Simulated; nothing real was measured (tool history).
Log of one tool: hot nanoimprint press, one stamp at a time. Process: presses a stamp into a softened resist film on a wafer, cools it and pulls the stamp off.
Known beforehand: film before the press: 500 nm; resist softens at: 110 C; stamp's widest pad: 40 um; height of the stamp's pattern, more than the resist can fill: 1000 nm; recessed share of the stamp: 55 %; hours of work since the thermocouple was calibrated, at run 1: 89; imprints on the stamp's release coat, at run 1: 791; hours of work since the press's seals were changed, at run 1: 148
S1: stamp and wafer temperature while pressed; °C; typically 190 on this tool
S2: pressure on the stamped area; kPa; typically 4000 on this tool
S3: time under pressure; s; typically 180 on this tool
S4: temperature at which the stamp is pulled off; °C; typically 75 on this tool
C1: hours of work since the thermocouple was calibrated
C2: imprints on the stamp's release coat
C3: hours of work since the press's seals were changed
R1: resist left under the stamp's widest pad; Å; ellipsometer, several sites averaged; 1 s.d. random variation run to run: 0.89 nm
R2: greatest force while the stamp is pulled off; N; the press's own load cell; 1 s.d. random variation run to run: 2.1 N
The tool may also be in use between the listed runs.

| run | hour | S1 | S2 | S3 | S4 | C1 | C2 | C3 | R1 | R2 |
|---|---|---|---|---|---|---|---|---|---|---|
| 1 | 0 | 190 | 4000 | 180 | 75 | 89 | 791 | 148 | 2196 | 226 |
| 2 | 13.4 | 190 | 4000 | 180 | 75 | 98 | 819 | 157 | 2211 | 228 |
| 3 | 27.6 | 190 | 4000 | 180 | 75 | 108 | 850 | 167 | 2203 | 230 |
| 4 | 35.7 | 190 | 4000 | 180 | 75 | 113 | 867 | 172 | 2211 | 229 |
| 5 | 45.8 | 190 | 4000 | 180 | 73 | 120 | 888 | 179 | 2206 | 245 |
| 6 | 54.6 | 190 | 4000 | 180 | 73 | 126 | 907 | 185 | 2228 | 245 |
| 7 | 61.7 | 190 | 4000 | 180 | 73 | 131 | 922 | 190 | 2216 | 247 |
| 8 | 72.4 | 190 | 4000 | 173 | 73 | 138 | 944 | 197 | 2244 | 251 |
|  | 87.2 | stamp cleaned and given a new release coat |
| 9 | 92.5 | 190 | 4000 | 173 | 73 | 148 | 11 | 207 | 2232 | 205 |
| 10 | 107.3 | 195 | 4000 | 180 | 75 | 158 | 42 | 217 | 1874 | 201 |
| 11 | 121.7 | 195 | 4000 | 180 | 75 | 167 | 73 | 226 | 1868 | 203 |
| 12 | 129.3 | 195 | 4000 | 180 | 75 | 173 | 89 | 232 | 1880 | 205 |
| 13 | 141.5 | 195 | 3540 | 180 | 75 | 181 | 115 | 240 | 1983 | 203 |
| 14 | 151.4 | 195 | 4480 | 175 | 75 | 188 | 136 | 247 | 1818 | 203 |
| 15 | 166.9 | 188 | 4480 | 206 | 75 | 198 | 169 | 257 | 2168 | 206 |
| 16 | 183.4 | 190 | 4000 | 206 | 70 | 209 | 203 | 268 | 2129 | 231 |
| 17 | 198.6 | 190 | 4000 | 152 | 70 | 219 | 236 | 279 | 2396 | 235 |
| 18 | 214.5 | 190 | 4000 | 152 | 70 | 230 | 269 | 289 | 2409 | 240 |
| 19 | 228.7 | 197 | 4000 | 105 | 75 | 240 | 299 | 299 | 2198 | 212 |
| 20 | 241.5 | 197 | 4000 | 105 | 75 | 249 | 326 | 308 | 2194 | 217 |
| 21 | 256 | 197 | 4000 | 105 | 75 | 258 | 357 | 317 | 2206 | 213 |
| 22 | 262.9 | 190 | 3430 | 180 | 75 | 263 | 372 | 322 | 2400 | 219 |
| 23 | 276.3 | 201 | 4000 | 127 | 65 | 272 | 400 | 331 | 1804 | 279 |
|  | 288.1 | plate thermocouple calibrated |
| 24 | 293.8 | 197 | 4000 | 127 | 79 | 4 | 431 | 341 | 1949 | 184 |
| 25 | 306.3 | 197 | 4000 | 127 | 79 | 12 | 457 | 349 | 1959 | 185 |
| 26 | 316.1 | 197 | 2610 | 127 | 74 | 19 | 478 | 356 | 2391 | 219 |

What if the next run were any one of these 4? Each begins from the tool's condition after run 26:
| A | 323 | 190 | 4000 | 148 | 68 | 24 | 492 | 361 | ? | ? |
| B | 323 | 190 | 4000 | 215 | 75 | 24 | 492 | 361 | ? | ? |
| C | 323 | 186 | 2610 | 127 | 63 | 24 | 492 | 361 | ? | ? |
| D | 323 | 200 | 4230 | 141 | 75 | 24 | 492 | 361 | ? | ? |

| run | R1 | R2 |
|---|---|---|
| A | 2338 | 253 |
| B | 2017 | 216 |
| C | 3244 | 284 |
| D | 1668 | 207 |
Stripped of hidden state, with their random variation kept, the same runs would have yielded:
| run | R1 | R2 |
|---|---|---|
| A | 2336 | 232 |
| B | 2015 | 198 |
| C | 3250 | 260 |
| D | 1664 | 190 |
